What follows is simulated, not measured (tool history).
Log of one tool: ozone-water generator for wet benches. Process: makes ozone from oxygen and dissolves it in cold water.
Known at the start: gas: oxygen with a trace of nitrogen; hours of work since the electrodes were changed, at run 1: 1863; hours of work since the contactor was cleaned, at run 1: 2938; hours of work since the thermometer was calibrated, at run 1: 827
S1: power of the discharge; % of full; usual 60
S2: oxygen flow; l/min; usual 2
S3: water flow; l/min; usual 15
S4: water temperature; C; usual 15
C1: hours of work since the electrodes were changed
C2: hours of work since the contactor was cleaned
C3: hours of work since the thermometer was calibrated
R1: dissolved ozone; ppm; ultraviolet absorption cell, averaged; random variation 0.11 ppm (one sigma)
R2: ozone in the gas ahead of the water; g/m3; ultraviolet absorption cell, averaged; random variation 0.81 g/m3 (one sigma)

run	day	S1	S2	S3	S4	C1	C2	C3	R1	R2
1	0	60	2	15	15	1863	2938	827	9	121.3
2	2.867	60	3.53	15	15	1928	3003	892	8.7	81
3	6.567	60	3.53	15	15	2012	3087	976	8.8	80.1
4	9.783	60	3.53	15	15	2085	3160	1049	8.7	81.3
5	12.354	60	3.53	15	15	2144	3219	1107	8.8	81.9
6	14.842	60	3.53	15	15	2200	3275	1164	8.7	81.6
7	16.862	60	3.53	15	15	2246	3321	1209	8.6	81.9
8	19.508	60	2	15	14	2306	3381	1270	9	121.7
9	21.238	60	2	15	14	2346	3421	1309	9.2	121.3
10	23.083	60	2	15	15	2387	3462	1351	9	120.9
11	25.108	60	2	15	15	2433	3508	1397	8.9	121.5
12	27.35	60	2	15	15	2484	3559	1448	8.8	121
# day 27.708: water thermometer calibrated
13	29.246	60	2	15	15	2527	3602	35	9	120
14	32.812	60	2	15	15	2608	3683	116	8.9	120.5
# day 35.654: water thermometer calibrated, once more
15	36.15	60	2	15	15	2683	3758	11	9.1	121.4
16	38.538	60	2	15	15	2738	3813	66	8.8	120.5
17	42.167	60	2	15	15	2820	3895	148	8.9	120
18	45.625	52	2.23	16	22	2898	3973	226	6.8	97.6
19	48.712	52	2.23	16	22	2969	4044	297	6.7	98.1
20	52.208	52	2.23	16	22	3048	4123	376	6.8	97.2
21	53.938	71	2	16	15	3087	4162	415	9.3	138.7
22	57.012	64	1.02	23	15	3157	4232	485	5.1	202
23	59.7	64	2	15	15	3218	4293	546	9.5	125.2
24	63.283	60	2	16	14	3299	4374	627	8.3	118.5
# day 64.329: contactor cleaned
25	65.912	41	2	15	15	3355	36	683	6.3	85
26	67.512	41	2	15	15	3392	72	720	6.4	85.8
27	69.338	41	2	15	15	3433	114	761	6.5	86.5
28	72.946	41	2	15	15	3515	196	843	6.3	85.9
29	74.567	74	2.19	15	18	3552	233	880	10.3	132.6
30	78.021	60	2	12	19	3631	311	959	10.6	118.7
31	79.962	60	2	12	19	3675	355	1003	10.6	118
32	83.429	60	2	12	19	3753	434	1081	10.7	118.8

Some steps in R1 between neighbouring runs. How much of each would the tool show without its hidden state too (settings, what came in, random variation), and how much is left for the hidden state, with any gauge scatter that isn't in both results?
The hidden state here: yield of the discharge, % of new electrodes'; contactor's efficiency, % of a clean one's; true water temperature over the reading, C; drift of the gauge itself on ozone_ppm, %; drift of the gauge itself on gas_g_m3, %.
Run 20 -> 21: S1 52 -> 71, S2 2.23 -> 2, S4 22 -> 15. R1 +2.5 ppm: hidden state -0.4, all else +2.9.
Run 21 -> 22: S1 71 -> 64, S2 2 -> 1.02, S3 16 -> 23. R1 -4.2 ppm: hidden state +0.4, all else -4.6.
Run 22 -> 23: S2 1.02 -> 2, S3 23 -> 15. R1 +4.4 ppm: hidden state -0.3, all else +4.7.
Run 24 -> 25: S1 60 -> 41, S3 16 -> 15, S4 14 -> 15, contactor cleaned. R1 -2 ppm: hidden state +0.5, all else -2.5.
Run 28 -> 29: S1 41 -> 74, S2 2 -> 2.19, S4 15 -> 18. R1 +4 ppm: hidden state -0.7, all else +4.7.

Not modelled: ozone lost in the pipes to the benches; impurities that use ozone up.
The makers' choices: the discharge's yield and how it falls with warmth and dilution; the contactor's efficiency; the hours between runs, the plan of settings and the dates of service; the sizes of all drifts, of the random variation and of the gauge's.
